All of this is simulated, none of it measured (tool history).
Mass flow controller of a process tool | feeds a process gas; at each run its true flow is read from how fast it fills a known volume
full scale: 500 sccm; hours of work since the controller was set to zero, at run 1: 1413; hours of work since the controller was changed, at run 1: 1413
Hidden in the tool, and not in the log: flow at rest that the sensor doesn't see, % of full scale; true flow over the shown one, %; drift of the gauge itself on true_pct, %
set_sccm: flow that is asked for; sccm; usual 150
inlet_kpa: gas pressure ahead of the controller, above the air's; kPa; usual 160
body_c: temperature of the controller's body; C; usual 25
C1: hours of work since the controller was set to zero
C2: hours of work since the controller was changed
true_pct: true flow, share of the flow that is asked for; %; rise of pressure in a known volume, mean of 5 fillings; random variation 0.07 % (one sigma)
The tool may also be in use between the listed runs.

run 1 hour=0 | set_sccm=150 inlet_kpa=160 body_c=25 | C1=1413 C2=1413 | true_pct=98.13
run 2 hour=56.4 | set_sccm=150 inlet_kpa=160 body_c=25 | C1=1432 C2=1432 | true_pct=98.14
run 3 hour=110 | set_sccm=150 inlet_kpa=160 body_c=25 | C1=1450 C2=1450 | true_pct=98.13
run 4 hour=234.8 | set_sccm=150 inlet_kpa=160 body_c=25 | C1=1492 C2=1492 | true_pct=98.08
run 5 hour=304.3 | set_sccm=150 inlet_kpa=160 body_c=25 | C1=1516 C2=1516 | true_pct=98.18
run 6 hour=406 | set_sccm=150 inlet_kpa=160 body_c=25 | C1=1551 C2=1551 | true_pct=98.33
run 7 hour=491.5 | set_sccm=150 inlet_kpa=160 body_c=26 | C1=1580 C2=1580 | true_pct=98.25
run 8 hour=543.6 | set_sccm=150 inlet_kpa=152 body_c=26 | C1=1597 C2=1597 | true_pct=98.28
run 9 hour=646.2 | set_sccm=150 inlet_kpa=152 body_c=26 | C1=1632 C2=1632 | true_pct=98.4
run 10 hour=726.5 | set_sccm=150 inlet_kpa=152 body_c=26 | C1=1659 C2=1659 | true_pct=98.45
run 11 hour=795.9 | set_sccm=150 inlet_kpa=152 body_c=26 | C1=1683 C2=1683 | true_pct=98.49
run 12 hour=864.7 | set_sccm=150 inlet_kpa=152 body_c=26 | C1=1706 C2=1706 | true_pct=98.44
run 13 hour=925.7 | set_sccm=150 inlet_kpa=152 body_c=26 | C1=1727 C2=1727 | true_pct=98.52
run 14 hour=994.8 | set_sccm=150 inlet_kpa=209 body_c=26 | C1=1751 C2=1751 | true_pct=98.49
run 15 hour=1063.6 | set_sccm=150 inlet_kpa=209 body_c=26 | C1=1774 C2=1774 | true_pct=98.5
run 16 hour=1138.6 | set_sccm=150 inlet_kpa=209 body_c=26 | C1=1800 C2=1800 | true_pct=98.55
run 17 hour=1197 | set_sccm=150 inlet_kpa=209 body_c=26 | C1=1819 C2=1819 | true_pct=98.66
run 18 hour=1258.5 | set_sccm=138 inlet_kpa=160 body_c=25 | C1=1840 C2=1840 | true_pct=98.64
run 19 hour=1345.5 | set_sccm=150 inlet_kpa=160 body_c=25 | C1=1870 C2=1870 | true_pct=98.85
run 20 hour=1422.2 | set_sccm=150 inlet_kpa=150 body_c=25 | C1=1896 C2=1896 | true_pct=98.63
run 21 hour=1509.9 | set_sccm=367 inlet_kpa=160 body_c=25 | C1=1926 C2=1926 | true_pct=100.15
run 22 hour=1621.3 | set_sccm=367 inlet_kpa=160 body_c=25 | C1=1964 C2=1964 | true_pct=100.22
run 23 hour=1747.4 | set_sccm=367 inlet_kpa=160 body_c=25 | C1=2006 C2=2006 | true_pct=100.35
run 24 hour=1854.2 | set_sccm=367 inlet_kpa=160 body_c=25 | C1=2043 C2=2043 | true_pct=100.37
run 25 hour=1948 | set_sccm=367 inlet_kpa=160 body_c=25 | C1=2075 C2=2075 | true_pct=100.42
run 26 hour=2029.3 | set_sccm=367 inlet_kpa=160 body_c=25 | C1=2102 C2=2102 | true_pct=100.57
run 27 hour=2134 | set_sccm=288 inlet_kpa=144 body_c=25 | C1=2138 C2=2138 | true_pct=99.96
run 28 hour=2227.6 | set_sccm=288 inlet_kpa=263 body_c=25 | C1=2170 C2=2170 | true_pct=99.86
run 29 hour=2348 | set_sccm=288 inlet_kpa=263 body_c=25 | C1=2211 C2=2211 | true_pct=99.92
run 30 hour=2459.9 | set_sccm=316 inlet_kpa=233 body_c=25 | C1=2249 C2=2249 | true_pct=100.35
run 31 hour=2551.9 | set_sccm=316 inlet_kpa=148 body_c=28 | C1=2280 C2=2280 | true_pct=100.19
-- hour=2598.3 gauge calibrated
run 32 hour=2662.4 | set_sccm=348 inlet_kpa=256 body_c=32 | C1=2317 C2=2317 | true_pct=98.75
run 33 hour=2767.4 | set_sccm=59 inlet_kpa=160 body_c=26 | C1=2353 C2=2353 | true_pct=97.6
run 34 hour=2831.4 | set_sccm=79 inlet_kpa=154 body_c=26 | C1=2375 C2=2375 | true_pct=97.89
run 35 hour=2946.7 | set_sccm=82 inlet_kpa=201 body_c=36 | C1=2414 C2=2414 | true_pct=97.36
run 36 hour=3001.7 | set_sccm=150 inlet_kpa=215 body_c=37 | C1=2433 C2=2433 | true_pct=97.67
run 37 hour=3081.9 | set_sccm=150 inlet_kpa=206 body_c=22 | C1=2460 C2=2460 | true_pct=98.62
run 38 hour=3160.5 | set_sccm=421 inlet_kpa=221 body_c=29 | C1=2487 C2=2487 | true_pct=99.6
run 39 hour=3232.3 | set_sccm=115 inlet_kpa=259 body_c=39 | C1=2511 C2=2511 | true_pct=97.48
run 40 hour=3293 | set_sccm=113 inlet_kpa=154 body_c=36 | C1=2532 C2=2532 | true_pct=97.85
run 41 hour=3381.9 | set_sccm=211 inlet_kpa=154 body_c=23 | C1=2562 C2=2562 | true_pct=98.88
run 42 hour=3493 | set_sccm=71 inlet_kpa=177 body_c=39 | C1=2600 C2=2600 | true_pct=97.34
run 43 hour=3574.6 | set_sccm=53 inlet_kpa=197 body_c=27 | C1=2627 C2=2627 | true_pct=97.96
run 44 hour=3684.5 | set_sccm=53 inlet_kpa=197 body_c=27 | C1=2665 C2=2665 | true_pct=97.77
run 45 hour=3784.3 | set_sccm=140 inlet_kpa=166 body_c=33 | C1=2699 C2=2699 | true_pct=98.51
run 46 hour=3876.6 | set_sccm=140 inlet_kpa=166 body_c=33 | C1=2730 C2=2730 | true_pct=98.25
run 47 hour=3945.1 | set_sccm=89 inlet_kpa=143 body_c=26 | C1=2753 C2=2753 | true_pct=98.49

The same runs without the tool's hidden state, with the same run-to-run variation:
run=1 true_pct=98.13
run=2 true_pct=98.12
run=3 true_pct=98.08
run=4 true_pct=97.97
run=5 true_pct=98.03
run=6 true_pct=98.12
run=7 true_pct=97.99
run=8 true_pct=98
run=9 true_pct=98.06
run=10 true_pct=98.07
run=11 true_pct=98.08
run=12 true_pct=97.99
run=13 true_pct=98.03
run=14 true_pct=97.97
run=15 true_pct=97.95
run=16 true_pct=97.96
run=17 true_pct=98.03
run=18 true_pct=97.99
run=19 true_pct=98.15
run=20 true_pct=97.88
run=21 true_pct=99.35
run=22 true_pct=99.36
run=23 true_pct=99.42
run=24 true_pct=99.38
run=25 true_pct=99.38
run=26 true_pct=99.49
run=27 true_pct=98.83
run=28 true_pct=98.68
run=29 true_pct=98.68
run=30 true_pct=99.05
run=31 true_pct=98.84
run=32 true_pct=98.72
run=33 true_pct=97.53
run=34 true_pct=97.78
run=35 true_pct=97.19
run=36 true_pct=97.47
run=37 true_pct=98.37
run=38 true_pct=99.3
run=39 true_pct=97.16
run=40 true_pct=97.5
run=41 true_pct=98.47
run=42 true_pct=96.89
run=43 true_pct=97.47
run=44 true_pct=97.22
run=45 true_pct=97.9
run=46 true_pct=97.59
run=47 true_pct=97.79
